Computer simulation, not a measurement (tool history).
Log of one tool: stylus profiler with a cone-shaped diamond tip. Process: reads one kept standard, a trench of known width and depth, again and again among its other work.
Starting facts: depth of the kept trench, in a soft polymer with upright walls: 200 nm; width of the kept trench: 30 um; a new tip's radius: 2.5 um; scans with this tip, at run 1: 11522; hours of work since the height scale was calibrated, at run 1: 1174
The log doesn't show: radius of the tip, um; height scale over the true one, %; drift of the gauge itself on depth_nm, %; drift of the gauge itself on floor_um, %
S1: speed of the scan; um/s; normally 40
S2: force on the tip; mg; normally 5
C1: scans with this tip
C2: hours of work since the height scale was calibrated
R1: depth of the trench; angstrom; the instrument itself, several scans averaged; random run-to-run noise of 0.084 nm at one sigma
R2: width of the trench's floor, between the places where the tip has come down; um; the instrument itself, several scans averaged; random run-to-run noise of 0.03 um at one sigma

run,day,S1,S2,C1,C2,R1,R2
1,0,40,5,11522,1174,2008.8,27.41
2,0.917,40,5,11684,1191,2006.5,27.4
3,2.562,40,5,11977,1221,2009.2,27.36
4,3.679,40,5,12175,1241,2007.9,27.36
5,5.6,11,5,12516,1276,2006.4,27.38
6,7.167,11,9.41,12794,1304,2018.4,27.41
7,8.938,11,9.41,13108,1336,2016.1,27.4
8,10.083,11,9.41,13311,1357,2016.5,27.37
9,11.354,40,5,13537,1380,2006.8,27.36
10,12.942,14,13.29,13818,1409,2025.4,27.39
11,14.025,40,4.04,14011,1428,2004.3,27.23
12,15.483,139,5,14269,1454,2006,27.02
13,17.542,82,7.2,14634,1492,2010.5,27.18
14,19.017,57,9.73,14896,1518,2016.6,27.22
15,20.583,24,4.44,15174,1547,2002.8,27.28
16,22.242,35,3.41,15469,1577,2000.9,27.27
17,23.8,22,3.52,15745,1605,2001.6,27.25

Some steps in R1 between neighbouring runs. How much of each would the tool show without its hidden state too (settings, what came in, random variation), and how much is left for the hidden state, with any gauge scatter that isn't in both results?
Run 2 -> 3: no setting changed, nothing entered. R1 +2.7 angstrom: hidden state -0.3, all else +3.
Run 10 -> 11: S1 14 -> 40, S2 13.29 -> 4.04. R1 -21.1 angstrom: hidden state -0.1, all else -21.
